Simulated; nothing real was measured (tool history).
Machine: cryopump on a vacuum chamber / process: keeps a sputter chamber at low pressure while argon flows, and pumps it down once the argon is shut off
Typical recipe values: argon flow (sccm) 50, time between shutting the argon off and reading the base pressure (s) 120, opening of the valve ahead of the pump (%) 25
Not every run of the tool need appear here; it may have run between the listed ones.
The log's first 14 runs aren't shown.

run	hour	argon flow (sccm)	time between shutting the argon off and reading the base pressure (s)	opening of the valve ahead of the pump (%)	pressure while argon flows (Pa)	pressure after the wait (uPa)
15	219.4	50	120	38	0.1122	1.87
16	236.3	50	120	38	0.1113	1.92
17	259.6	50	120	38	0.1128	1.97
18	271.6	29	120	47	0.0538	1.98
# hour 290.6: leaking fittings of the chamber tightened, without venting
19	295.5	29	120	47	0.055	0.74
20	314.7	29	120	47	0.0543	0.79
21	331.3	29	120	47	0.054	0.77
22	351.6	29	120	47	0.0555	0.78
23	374.7	73	64	25	0.2439	1.22
24	389.4	66	46	28	0.1976	1.69
25	408	66	46	28	0.1998	1.72

For run 26, what comes out?
26	430.7	56	120	28	?	?

pressure while argon flows (Pa): 0.169
pressure after the wait (uPa): 0.85
With no hidden state in the tool, this same run would have given pressure while argon flows (Pa) 0.1523, pressure after the wait (uPa) 0.68.

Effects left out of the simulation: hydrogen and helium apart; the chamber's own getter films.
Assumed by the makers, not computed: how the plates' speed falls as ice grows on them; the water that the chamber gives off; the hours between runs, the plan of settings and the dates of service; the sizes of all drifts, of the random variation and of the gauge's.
